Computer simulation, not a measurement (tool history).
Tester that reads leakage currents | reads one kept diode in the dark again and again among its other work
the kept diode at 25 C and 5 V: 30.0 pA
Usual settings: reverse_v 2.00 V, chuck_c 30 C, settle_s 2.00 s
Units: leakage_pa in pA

run	hour	reverse_v	chuck_c	settle_s	leakage_pa
1	0.0	2.00	30	2.00	34.65
2	37.9	2.00	30	2.00	34.50
3	74.9	2.00	30	2.00	34.55
4	96.8	2.00	30	2.00	34.69
5	124.0	2.00	29	2.00	32.47
6	163.6	2.00	30	2.00	34.95
7	212.9	8.34	30	2.00	78.78
8	236.1	8.34	30	2.00	79.22
9	263.2	8.34	30	2.00	79.00
10	311.8	8.34	30	2.00	80.07
# hour 355.1: chuck's temperature calibrated
11	355.9	2.00	30	0.40	32.73
12	382.0	3.22	43	0.40	96.24
13	419.5	3.22	43	0.40	97.06
14	466.4	2.00	22	2.00	19.11
# hour 473.6: probe card cleaned and baked
15	491.6	2.00	22	2.00	21.16
16	530.6	19.10	39	2.00	219.88
17	551.9	2.00	22	2.14	21.20
# hour 590.1: probe card cleaned and baked, once more
18	590.1	1.19	21	1.29	11.21
19	620.6	2.45	21	0.69	16.76
20	664.9	2.45	28	0.46	28.73
21	688.5	3.36	48	1.09	129.25
22	719.0	5.82	48	0.86	171.65

Forecast each of these 5 alternatives for the next run:
A	752.8	19.84	48	0.86	?
B	752.8	19.57	48	2.08	?
C	752.8	3.97	35	1.78	?
D	752.8	3.15	48	0.86	?
E	752.8	1.52	34	2.03	?

run	leakage_pa
A	321.02
B	316.09
C	58.65
D	125.56
E	33.56
Without the tool's hidden state the same runs would have given:
run	leakage_pa
A	311.65
B	306.77
C	56.77
D	122.29
E	32.55
